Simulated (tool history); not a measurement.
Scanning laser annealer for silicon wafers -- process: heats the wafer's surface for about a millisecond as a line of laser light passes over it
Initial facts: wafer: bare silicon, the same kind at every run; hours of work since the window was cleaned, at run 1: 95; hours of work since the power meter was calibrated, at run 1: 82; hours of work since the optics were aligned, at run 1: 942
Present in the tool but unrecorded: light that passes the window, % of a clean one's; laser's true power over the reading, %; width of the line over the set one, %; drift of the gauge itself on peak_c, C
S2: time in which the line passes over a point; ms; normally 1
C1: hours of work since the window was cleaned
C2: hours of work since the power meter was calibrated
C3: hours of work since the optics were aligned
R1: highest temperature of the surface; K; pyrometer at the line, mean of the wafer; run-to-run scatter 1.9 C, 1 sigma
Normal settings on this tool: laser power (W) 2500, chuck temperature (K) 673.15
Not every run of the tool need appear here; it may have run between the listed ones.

run 1 hour=0 | laser_power_(W)=2500 S2=1 chuck_temperature_(K)=673.15 | C1=95 C2=82 C3=942 | R1=1489.15
run 2 hour=6.7 | laser_power_(W)=2287 S2=1 chuck_temperature_(K)=673.15 | C1=100 C2=88 C3=947 | R1=1397.15
run 3 hour=16.7 | laser_power_(W)=2287 S2=1 chuck_temperature_(K)=673.15 | C1=108 C2=95 C3=955 | R1=1391.15
run 4 hour=22.7 | laser_power_(W)=2499 S2=1 chuck_temperature_(K)=673.15 | C1=113 C2=100 C3=960 | R1=1484.15
run 5 hour=28.2 | laser_power_(W)=2500 S2=1 chuck_temperature_(K)=673.15 | C1=117 C2=105 C3=965 | R1=1488.15
run 6 hour=34.3 | laser_power_(W)=2500 S2=1 chuck_temperature_(K)=673.15 | C1=122 C2=110 C3=969 | R1=1487.15
run 7 hour=42.6 | laser_power_(W)=2500 S2=1 chuck_temperature_(K)=673.15 | C1=129 C2=116 C3=976 | R1=1487.15
run 8 hour=54.1 | laser_power_(W)=2500 S2=1 chuck_temperature_(K)=696.15 | C1=138 C2=125 C3=985 | R1=1509.15
run 9 hour=61.6 | laser_power_(W)=2500 S2=1 chuck_temperature_(K)=696.15 | C1=144 C2=131 C3=991 | R1=1508.15
run 10 hour=69.5 | laser_power_(W)=2500 S2=1 chuck_temperature_(K)=696.15 | C1=150 C2=138 C3=998 | R1=1507.15
run 11 hour=81.5 | laser_power_(W)=2500 S2=1 chuck_temperature_(K)=673.15 | C1=160 C2=147 C3=1007 | R1=1485.15
run 12 hour=88.6 | laser_power_(W)=2500 S2=1 chuck_temperature_(K)=673.15 | C1=165 C2=153 C3=1013 | R1=1484.15
run 13 hour=98.6 | laser_power_(W)=2500 S2=1.21 chuck_temperature_(K)=673.15 | C1=173 C2=161 C3=1021 | R1=1583.15
run 14 hour=105.6 | laser_power_(W)=2500 S2=1.21 chuck_temperature_(K)=673.15 | C1=179 C2=166 C3=1026 | R1=1581.15
-- hour=111.3 optics aligned, line set to its width
run 15 hour=121.8 | laser_power_(W)=2500 S2=1.21 chuck_temperature_(K)=673.15 | C1=188 C2=175 C3=8 | R1=1577.15
run 16 hour=132.6 | laser_power_(W)=2500 S2=1.21 chuck_temperature_(K)=673.15 | C1=196 C2=184 C3=17 | R1=1579.15
run 17 hour=138.4 | laser_power_(W)=2660 S2=0.94 chuck_temperature_(K)=673.15 | C1=201 C2=189 C3=22 | R1=1517.15
run 18 hour=146.2 | laser_power_(W)=2710 S2=0.94 chuck_temperature_(K)=673.15 | C1=207 C2=195 C3=28 | R1=1536.15
run 19 hour=156.7 | laser_power_(W)=2710 S2=0.94 chuck_temperature_(K)=673.15 | C1=216 C2=203 C3=36 | R1=1535.15
run 20 hour=165.8 | laser_power_(W)=2647 S2=0.71 chuck_temperature_(K)=665.15 | C1=223 C2=211 C3=44 | R1=1371.15
-- hour=180.3 optics aligned, line set to its width, once more
run 21 hour=182.8 | laser_power_(W)=2520 S2=0.8 chuck_temperature_(K)=665.15 | C1=232 C2=220 C3=2 | R1=1383.15
run 22 hour=193.9 | laser_power_(W)=2708 S2=1 chuck_temperature_(K)=673.15 | C1=241 C2=229 C3=11 | R1=1581.15
run 23 hour=199.5 | laser_power_(W)=2708 S2=1 chuck_temperature_(K)=673.15 | C1=246 C2=233 C3=15 | R1=1581.15
run 24 hour=205.1 | laser_power_(W)=2708 S2=1.13 chuck_temperature_(K)=673.15 | C1=250 C2=238 C3=20 | R1=1649.15
run 25 hour=214.2 | laser_power_(W)=2158 S2=1.02 chuck_temperature_(K)=643.15 | C1=258 C2=245 C3=27 | R1=1322.15

What would each run have given without the hidden state, its run-to-run variation left as it was?
run=1 R1=1499.15
run=2 R1=1406.15
run=3 R1=1401.15
run=4 R1=1495.15
run=5 R1=1500.15
run=6 R1=1499.15
run=7 R1=1499.15
run=8 R1=1522.15
run=9 R1=1521.15
run=10 R1=1521.15
run=11 R1=1498.15
run=12 R1=1498.15
run=13 R1=1599.15
run=14 R1=1598.15
run=15 R1=1601.15
run=16 R1=1603.15
run=17 R1=1540.15
run=18 R1=1560.15
run=19 R1=1559.15
run=20 R1=1392.15
run=21 R1=1391.15
run=22 R1=1592.15
run=23 R1=1592.15
run=24 R1=1661.15
run=25 R1=1331.15
